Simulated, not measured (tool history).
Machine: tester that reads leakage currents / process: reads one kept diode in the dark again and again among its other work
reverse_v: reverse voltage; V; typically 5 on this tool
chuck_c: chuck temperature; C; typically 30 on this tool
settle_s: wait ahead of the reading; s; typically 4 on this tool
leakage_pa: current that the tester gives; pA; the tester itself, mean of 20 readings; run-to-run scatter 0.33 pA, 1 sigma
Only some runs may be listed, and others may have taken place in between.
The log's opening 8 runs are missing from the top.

{"run": 9, "hour": 1231.6, "reverse_v": 5, "chuck_c": 36, "settle_s": 4, "leakage_pa": 205.63}
{"run": 10, "hour": 1386.6, "reverse_v": 5, "chuck_c": 36, "settle_s": 4, "leakage_pa": 205.9}
{"hour": 1489.5, "done": "chuck's temperature calibrated"}
{"run": 11, "hour": 1496.0, "reverse_v": 5, "chuck_c": 36, "settle_s": 4, "leakage_pa": 190.5}
{"hour": 1514.0, "done": "probe card cleaned and baked"}
{"run": 12, "hour": 1608.0, "reverse_v": 5, "chuck_c": 36, "settle_s": 4, "leakage_pa": 194.59}
{"run": 13, "hour": 1776.8, "reverse_v": 5, "chuck_c": 51, "settle_s": 4, "leakage_pa": 581.63}
{"hour": 1864.2, "done": "probe card cleaned and baked, once more"}
{"run": 14, "hour": 1989.4, "reverse_v": 5, "chuck_c": 51, "settle_s": 4, "leakage_pa": 566.43}
{"run": 15, "hour": 2191.4, "reverse_v": 5, "chuck_c": 30, "settle_s": 4, "leakage_pa": 113.64}
{"run": 16, "hour": 2378.6, "reverse_v": 1.42, "chuck_c": 30, "settle_s": 1.14, "leakage_pa": 70.01}
{"run": 17, "hour": 2508.1, "reverse_v": 1.42, "chuck_c": 30, "settle_s": 1.14, "leakage_pa": 70.84}
{"run": 18, "hour": 2716.5, "reverse_v": 18.36, "chuck_c": 20, "settle_s": 0.42, "leakage_pa": 109.25}
{"run": 19, "hour": 2814.1, "reverse_v": 8.31, "chuck_c": 45, "settle_s": 4, "leakage_pa": 466.62}
{"run": 20, "hour": 2915.0, "reverse_v": 10.92, "chuck_c": 38, "settle_s": 3.87, "leakage_pa": 308.5}
{"run": 21, "hour": 3123.6, "reverse_v": 5, "chuck_c": 30, "settle_s": 7.33, "leakage_pa": 122.12}
{"run": 22, "hour": 3292.5, "reverse_v": 1.88, "chuck_c": 30, "settle_s": 4.14, "leakage_pa": 82.6}
{"run": 23, "hour": 3486.6, "reverse_v": 1.88, "chuck_c": 30, "settle_s": 4.14, "leakage_pa": 83.59}
{"run": 24, "hour": 3653.4, "reverse_v": 3.49, "chuck_c": 58, "settle_s": 3.52, "leakage_pa": 868.04}
{"run": 25, "hour": 3888.1, "reverse_v": 3.49, "chuck_c": 58, "settle_s": 3.52, "leakage_pa": 870.24}
{"run": 26, "hour": 4008.3, "reverse_v": 3.49, "chuck_c": 58, "settle_s": 3.52, "leakage_pa": 873.1}
{"run": 27, "hour": 4152.3, "reverse_v": 4.02, "chuck_c": 45, "settle_s": 6.36, "leakage_pa": 368.93}
{"run": 28, "hour": 4264.1, "reverse_v": 4.02, "chuck_c": 45, "settle_s": 6.36, "leakage_pa": 373.9}
{"hour": 4332.3, "done": "chuck's temperature calibrated"}
{"run": 29, "hour": 4388.9, "reverse_v": 2.76, "chuck_c": 45, "settle_s": 0.85, "leakage_pa": 292.78}
{"run": 30, "hour": 4548.8, "reverse_v": 8.32, "chuck_c": 24, "settle_s": 0.69, "leakage_pa": 105.22}

Alternative continuations, all from the tool just after run 30; predict every row:
{"run": "A", "hour": 4708.8, "reverse_v": 4.4, "chuck_c": 33, "settle_s": 1.45, "leakage_pa": "?"}
{"run": "B", "hour": 4708.8, "reverse_v": 11.02, "chuck_c": 24, "settle_s": 0.94, "leakage_pa": "?"}
{"run": "C", "hour": 4708.8, "reverse_v": 16.79, "chuck_c": 30, "settle_s": 0.49, "leakage_pa": "?"}
{"run": "D", "hour": 4708.8, "reverse_v": 4.5, "chuck_c": 30, "settle_s": 0.69, "leakage_pa": "?"}
{"run": "E", "hour": 4708.8, "reverse_v": 6.03, "chuck_c": 30, "settle_s": 0.76, "leakage_pa": "?"}

run=A leakage_pa=147.65
run=B leakage_pa=123.3
run=C leakage_pa=231.43
run=D leakage_pa=119.78
run=E leakage_pa=137.51
With the hidden condition removed and each run's random variation left untouched, the same runs would have given:
run=A leakage_pa=133.37
run=B leakage_pa=93.34
run=C leakage_pa=185.2
run=D leakage_pa=105.97
run=E leakage_pa=119.51
